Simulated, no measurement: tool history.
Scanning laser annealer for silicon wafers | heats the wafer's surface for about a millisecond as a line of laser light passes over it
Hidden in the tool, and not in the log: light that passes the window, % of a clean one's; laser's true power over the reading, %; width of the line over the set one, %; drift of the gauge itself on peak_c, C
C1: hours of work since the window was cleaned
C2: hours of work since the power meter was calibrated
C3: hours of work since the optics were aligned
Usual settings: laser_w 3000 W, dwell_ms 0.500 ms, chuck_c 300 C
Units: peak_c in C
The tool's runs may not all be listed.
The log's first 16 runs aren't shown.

At hour 1136.9: optics aligned, line set to its width.
Run 17, hour 1156.7: usual settings; C1 409; C2 3715; C3 16. Result: peak_c 1000 C.
Run 18, hour 1235.4: usual settings; C1 472; C2 3778; C3 79. Result: peak_c 997 C.
Run 19, hour 1330.8: usual settings; C1 548; C2 3854; C3 155. Result: peak_c 997 C.
Run 20, hour 1400.8: usual settings; C1 604; C2 3910; C3 211. Result: peak_c 991 C.
Run 21, hour 1442.3: usual settings but laser_w 2876 W, dwell_ms 0.397 ms, chuck_c 278 C; C1 637; C2 3944; C3 244. Result: peak_c 857 C.
Run 22, hour 1522.2: usual settings but dwell_ms 0.492 ms, chuck_c 335 C; C1 701; C2 4007; C3 308. Result: peak_c 1017 C.
At hour 1531.4: window over the wafer cleaned.
Run 23, hour 1570.7: usual settings but dwell_ms 0.487 ms, chuck_c 335 C; C1 31; C2 4045; C3 345. Result: peak_c 1041 C.
Run 24, hour 1610.1: usual settings but dwell_ms 0.487 ms, chuck_c 335 C; C1 63; C2 4076; C3 376. Result: peak_c 1038 C.
Run 25, hour 1670.4: usual settings but dwell_ms 0.607 ms, chuck_c 335 C; C1 111; C2 4124; C3 425. Result: peak_c 1123 C.
Run 26, hour 1749.5: usual settings but dwell_ms 0.421 ms; C1 174; C2 4187; C3 488. Result: peak_c 944 C.
Run 27, hour 1828.4: usual settings but dwell_ms 0.421 ms; C1 237; C2 4250; C3 551. Result: peak_c 941 C.
Run 28, hour 1925.2: usual settings but laser_w 3058 W, dwell_ms 0.572 ms; C1 315; C2 4328; C3 628. Result: peak_c 1073 C.
Run 29, hour 2000.3: usual settings but laser_w 2631 W, dwell_ms 0.458 ms, chuck_c 320 C; C1 375; C2 4388; C3 688. Result: peak_c 896 C.
Run 30, hour 2082.1: usual settings but laser_w 2631 W, dwell_ms 0.458 ms, chuck_c 320 C; C1 440; C2 4453; C3 754. Result: peak_c 896 C.
Run 31, hour 2142.5: usual settings but laser_w 2834 W, dwell_ms 0.484 ms, chuck_c 336 C; C1 488; C2 4501; C3 802. Result: peak_c 978 C.
Run 32, hour 2231.1: usual settings but laser_w 2834 W, dwell_ms 0.484 ms, chuck_c 336 C; C1 559; C2 4572; C3 873. Result: peak_c 978 C.
Run 33, hour 2290.5: usual settings but laser_w 2834 W, dwell_ms 0.484 ms, chuck_c 336 C; C1 607; C2 4620; C3 920. Result: peak_c 976 C.
Run 34, hour 2370.9: usual settings but laser_w 3135 W, dwell_ms 0.497 ms, chuck_c 323 C; C1 671; C2 4684; C3 984. Result: peak_c 1043 C.
At hour 2420.8: window over the wafer cleaned.
Run 35, hour 2462.0: usual settings but laser_w 2970 W, dwell_ms 0.570 ms, chuck_c 303 C; C1 33; C2 4755; C3 1056. Result: peak_c 1061 C.
Run 36, hour 2554.4: usual settings but laser_w 2970 W, dwell_ms 0.570 ms, chuck_c 303 C; C1 107; C2 4829; C3 1129. Result: peak_c 1053 C.
Run 37, hour 2615.1: usual settings but laser_w 2970 W, dwell_ms 0.570 ms, chuck_c 303 C; C1 155; C2 4877; C3 1178. Result: peak_c 1056 C.

4 ways to go on from here, each from the tool as it stands after run 37. What would each give?
Run A, hour 2695.7: usual settings but dwell_ms 0.419 ms, chuck_c 314 C; C1 220; C2 4942; C3 1242. Result: peak_c ?.
Run B, hour 2695.7: usual settings but dwell_ms 0.578 ms, chuck_c 293 C; C1 220; C2 4942; C3 1242. Result: peak_c ?.
Run C, hour 2695.7: usual settings but dwell_ms 0.562 ms; C1 220; C2 4942; C3 1242. Result: peak_c ?.
Run D, hour 2695.7: usual settings but laser_w 2970 W, dwell_ms 0.356 ms, chuck_c 303 C; C1 220; C2 4942; C3 1242. Result: peak_c ?.

run  peak_c
  A     955
  B    1060
  C    1054
  D     885
Without the tool's hidden state the same runs would have given:
run  peak_c
  A     957
  B    1062
  C    1056
  D     887
